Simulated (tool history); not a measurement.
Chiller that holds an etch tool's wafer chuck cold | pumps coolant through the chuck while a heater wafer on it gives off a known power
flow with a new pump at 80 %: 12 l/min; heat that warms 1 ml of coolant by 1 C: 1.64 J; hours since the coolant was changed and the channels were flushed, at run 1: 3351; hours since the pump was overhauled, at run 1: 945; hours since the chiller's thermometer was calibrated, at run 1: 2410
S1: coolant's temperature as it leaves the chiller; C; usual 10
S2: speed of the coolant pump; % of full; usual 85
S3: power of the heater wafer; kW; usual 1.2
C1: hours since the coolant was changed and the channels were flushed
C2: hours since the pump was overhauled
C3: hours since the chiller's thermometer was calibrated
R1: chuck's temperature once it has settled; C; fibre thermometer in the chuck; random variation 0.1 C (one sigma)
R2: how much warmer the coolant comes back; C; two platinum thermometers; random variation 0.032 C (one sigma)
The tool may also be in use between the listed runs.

Run 1, hour 0: usual settings; C1 3351; C2 945; C3 2410. Result: R1 23.6 C, R2 3.36 C.
Run 2, hour 33.5: usual settings; C1 3385; C2 978; C3 2444. Result: R1 23.6 C, R2 3.38 C.
Run 3, hour 74.7: usual settings; C1 3426; C2 1020; C3 2485. Result: R1 23.6 C, R2 3.45 C.
Run 4, hour 105.4: usual settings; C1 3457; C2 1050; C3 2516. Result: R1 23.6 C, R2 3.48 C.
Run 5, hour 129.4: usual settings but S1 6 C; C1 3481; C2 1074; C3 2540. Result: R1 19.4 C, R2 3.49 C.
Run 6, hour 170.4: usual settings but S1 6 C; C1 3522; C2 1115; C3 2581. Result: R1 19.1 C, R2 3.5 C.
Run 7, hour 193.6: usual settings; C1 3545; C2 1139; C3 2604. Result: R1 23.4 C, R2 3.57 C.
Run 8, hour 215.4: usual settings but S2 99 % of full; C1 3567; C2 1160; C3 2626. Result: R1 21.7 C, R2 3 C.
Run 9, hour 249.6: usual settings; C1 3601; C2 1195; C3 2660. Result: R1 23.5 C, R2 3.52 C.
Run 10, hour 289.5: usual settings but S2 87 % of full; C1 3641; C2 1234; C3 2700. Result: R1 23.1 C, R2 3.48 C.
Run 11, hour 312.1: usual settings but S2 87 % of full; C1 3663; C2 1257; C3 2722. Result: R1 23.1 C, R2 3.46 C.
Run 12, hour 342.6: usual settings but S1 3 C, S2 89 % of full, S3 0.687 kW; C1 3694; C2 1288; C3 2753. Result: R1 10.3 C, R2 2.01 C.
Run 13, hour 364.1: usual settings but S1 3 C, S2 89 % of full, S3 0.687 kW; C1 3715; C2 1309; C3 2774. Result: R1 10.4 C, R2 2.02 C.
Run 14, hour 385.1: usual settings but S1 2 C, S2 89 % of full, S3 0.896 kW; C1 3736; C2 1330; C3 2795. Result: R1 11.6 C, R2 2.61 C.
Run 15, hour 414.8: usual settings but S1 2 C, S2 89 % of full, S3 0.896 kW; C1 3766; C2 1360; C3 2825. Result: R1 11.5 C, R2 2.66 C.
Run 16, hour 438.8: usual settings but S1 2 C, S2 89 % of full, S3 0.896 kW; C1 3790; C2 1384; C3 2849. Result: R1 11.5 C, R2 2.61 C.
Run 17, hour 461: usual settings but S1 2 C, S2 76 % of full, S3 0.896 kW; C1 3812; C2 1406; C3 2871. Result: R1 13 C, R2 3.12 C.
Run 18, hour 500: usual settings but S1 8 C, S2 67 % of full, S3 0.658 kW; C1 3851; C2 1445; C3 2910. Result: R1 16.8 C, R2 2.65 C.
Run 19, hour 538.3: usual settings but S1 4 C, S2 98 % of full, S3 0.785 kW; C1 3889; C2 1483; C3 2948. Result: R1 11.8 C, R2 2.15 C.
Run 20, hour 563.6: usual settings but S1 12 C, S3 0.932 kW; C1 3915; C2 1509; C3 2974. Result: R1 22.4 C, R2 2.91 C.
Run 21, hour 582.7: usual settings but S1 3 C, S2 96 % of full, S3 1.196 kW; C1 3934; C2 1528; C3 2993. Result: R1 15.2 C, R2 3.22 C.
Run 22, hour 610.9: usual settings but S1 5 C, S2 66 % of full, S3 1.377 kW; C1 3962; C2 1556; C3 3021. Result: R1 23.9 C, R2 5.5 C.

Forecast each of these 5 alternatives for the next run:
Run A, hour 642.3: usual settings but S2 92 % of full; C1 3993; C2 1587; C3 3052. Result: R1 ?, R2 ?.
Run B, hour 642.3: usual settings but S1 20 C, S2 95 % of full, S3 0.682 kW; C1 3993; C2 1587; C3 3052. Result: R1 ?, R2 ?.
Run C, hour 642.3: usual settings but S1 6 C, S3 0.631 kW; C1 3993; C2 1587; C3 3052. Result: R1 ?, R2 ?.
Run D, hour 642.3: usual settings but S1 11 C; C1 3993; C2 1587; C3 3052. Result: R1 ?, R2 ?.
Run E, hour 642.3: usual settings but S1 5 C, S2 66 % of full, S3 1.223 kW; C1 3993; C2 1587; C3 3052. Result: R1 ?, R2 ?.

run    R1    R2
  A  22.4  3.37
  B  26.9  2.04
  C    13  2.04
  D  24.4  3.72
  E  21.7  4.86
Without the tool's hidden state the same runs would have given:
run    R1    R2
  A  22.4  3.09
  B  26.9  1.75
  C    13  1.76
  D  24.4  3.43
  E  21.7  4.57
